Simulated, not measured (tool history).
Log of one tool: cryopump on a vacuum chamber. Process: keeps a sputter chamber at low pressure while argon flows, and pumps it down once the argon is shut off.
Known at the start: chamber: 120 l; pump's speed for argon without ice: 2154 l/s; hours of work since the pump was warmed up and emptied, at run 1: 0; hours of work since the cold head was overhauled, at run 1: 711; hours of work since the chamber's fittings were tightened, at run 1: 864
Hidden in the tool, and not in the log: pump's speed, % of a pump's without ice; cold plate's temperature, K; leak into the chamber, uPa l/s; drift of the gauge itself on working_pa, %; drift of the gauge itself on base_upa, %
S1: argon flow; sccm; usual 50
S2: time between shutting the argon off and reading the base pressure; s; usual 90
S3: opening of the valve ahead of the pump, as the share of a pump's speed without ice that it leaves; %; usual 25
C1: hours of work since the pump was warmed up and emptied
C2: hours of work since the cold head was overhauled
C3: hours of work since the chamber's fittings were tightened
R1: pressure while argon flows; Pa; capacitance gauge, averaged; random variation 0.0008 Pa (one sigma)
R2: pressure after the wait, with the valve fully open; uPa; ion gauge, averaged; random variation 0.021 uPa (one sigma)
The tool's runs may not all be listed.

run     day  S1   S2  S3   C1    C2    C3      R1    R2
  1   0.000  50   90  25    0   711   864  0.1575  0.78
  2   3.646  50   90  25   42   754   906  0.1601  0.83
  3   6.750  50   90  25   79   790   942  0.1604  0.88
  4   9.188  50   90  25  107   818   971  0.1630  0.92
  5  11.329  50   90  25  132   843   996  0.1660  0.92
  6  14.471  50   90  25  169   880  1033  0.1645  0.99
  7  17.488  26   90  25  204   915  1068  0.0877  1.05
  8  21.233  26   90  25  248   959  1111  0.0899  1.13
  9  24.650  26   90  25  287   999  1151  0.0906  1.20
 10  26.608  26   90  25  310  1021  1174  0.0918  1.23
     29.096  -- pump warmed up, emptied and cooled again
 11  30.112  26   90  50   12  1060  1212  0.0416  0.98
 12  33.879  50   90  25   56  1104  1256  0.1600  1.06
 13  36.142  50   90  25   82  1130  1283  0.1623  1.02
 14  38.704  50   90  25  112  1160  1313  0.1627  1.09
 15  40.712  21   51  34  135  1183  1336  0.0510  1.35
 16  44.912  21   41  32  184  1232  1385  0.0561  1.53
 17  47.446  21  243  28  214  1262  1415  0.0628  1.08
 18  51.667  21  243  28  263  1311  1464  0.0653  1.18
 19  53.783  66  123  23  288  1336  1488  0.2493  1.37
 20  56.733  50   77  26  322  1370  1523  0.1712  1.48
     58.154  -- pump warmed up, emptied and cooled again
 21  59.992  50   77  26   21  1406  1558  0.1517  1.14
 22  62.496  62   77  26   51  1435  1588  0.1883  1.17
 23  65.967  23   77  28   91  1475  1628  0.0665  1.27
 24  68.796  27  167  16  124  1508  1661  0.1359  1.17
 25  72.896  34  167  26  172  1556  1709  0.1086  1.29
 26  76.971  66   46  26  219  1604  1756  0.2155  1.69
 27  80.412  40   50  25  260  1644  1796  0.1375  1.74
 28  83.358  40   50  51  294  1678  1831  0.0762  1.81

4 ways to go on from here, each from the tool as it stands after run 28. What would each give?
     87.192  -- pump warmed up, emptied and cooled again
  A  87.792  58   34  36   7  1727  1880   ?   ?
     87.192  -- pump warmed up, emptied and cooled again
  B  87.792  86   90  25   7  1727  1880   ?   ?
     87.192  -- pump warmed up, emptied and cooled again
  C  87.792  25   90  54   7  1727  1880   ?   ?
     87.192  -- pump warmed up, emptied and cooled again
  D  87.792  40  218  24   7  1727  1880   ?   ?

run      R1    R2
  A  0.1267  1.64
  B  0.2706  1.26
  C  0.0372  1.29
  D  0.1306  1.12
Without the tool's hidden state the same runs would have given:
run      R1    R2
  A  0.1256  0.77
  B  0.2691  0.39
  C  0.0367  0.39
  D  0.1299  0.24

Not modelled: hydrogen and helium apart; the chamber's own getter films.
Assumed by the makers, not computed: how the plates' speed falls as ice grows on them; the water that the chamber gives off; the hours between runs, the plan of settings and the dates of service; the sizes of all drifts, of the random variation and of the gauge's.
